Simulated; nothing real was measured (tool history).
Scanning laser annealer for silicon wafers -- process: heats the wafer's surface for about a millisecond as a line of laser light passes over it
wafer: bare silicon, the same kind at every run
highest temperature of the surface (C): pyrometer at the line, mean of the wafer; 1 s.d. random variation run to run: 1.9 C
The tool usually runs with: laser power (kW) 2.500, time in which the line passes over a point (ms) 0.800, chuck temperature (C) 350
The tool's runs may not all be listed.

run   hour  laser power (kW)  time in which the line passes over a point (ms)  chuck temperature (C)  highest temperature of the surface (C)
  1    0.0             2.500                                            0.800                    350                                    1111
  2   41.6             2.500                                            0.800                    350                                    1106
  3   75.2             2.500                                            0.800                    350                                    1102
  4  112.4             2.625                                            0.800                    350                                    1143
  5  153.5             2.625                                            0.800                    350                                    1134
  6  175.0             2.169                                            0.800                    350                                     984
  7  217.1             2.169                                            0.800                    350                                     980
     246.1  -- window over the wafer cleaned
  8  258.2             2.169                                            0.800                    350                                    1012
  9  279.8             2.566                                            0.875                    355                                    1185
     285.1  -- laser's power meter calibrated
 10  327.8             2.566                                            0.875                    355                                    1180
 11  352.3             2.613                                            0.601                    390                                    1100
 12  391.5             2.164                                            0.798                    314                                     962
 13  423.5             2.465                                            0.805                    356                                    1106

Below are 3 alternative next runs, each starting from the tool's condition after run 13. Predict each:
  A  451.5             2.252                                            0.682                    384                                       ?
  B  451.5             2.250                                            0.765                    335                                       ?
  C  451.5             2.364                                            0.728                    361                                       ?

run  highest temperature of the surface (C)
  A                                    1013
  B                                     994
  C                                    1044
What these runs would have given with no unlogged condition in the tool:
run  highest temperature of the surface (C)
  A                                    1046
  B                                    1029
  C                                    1079
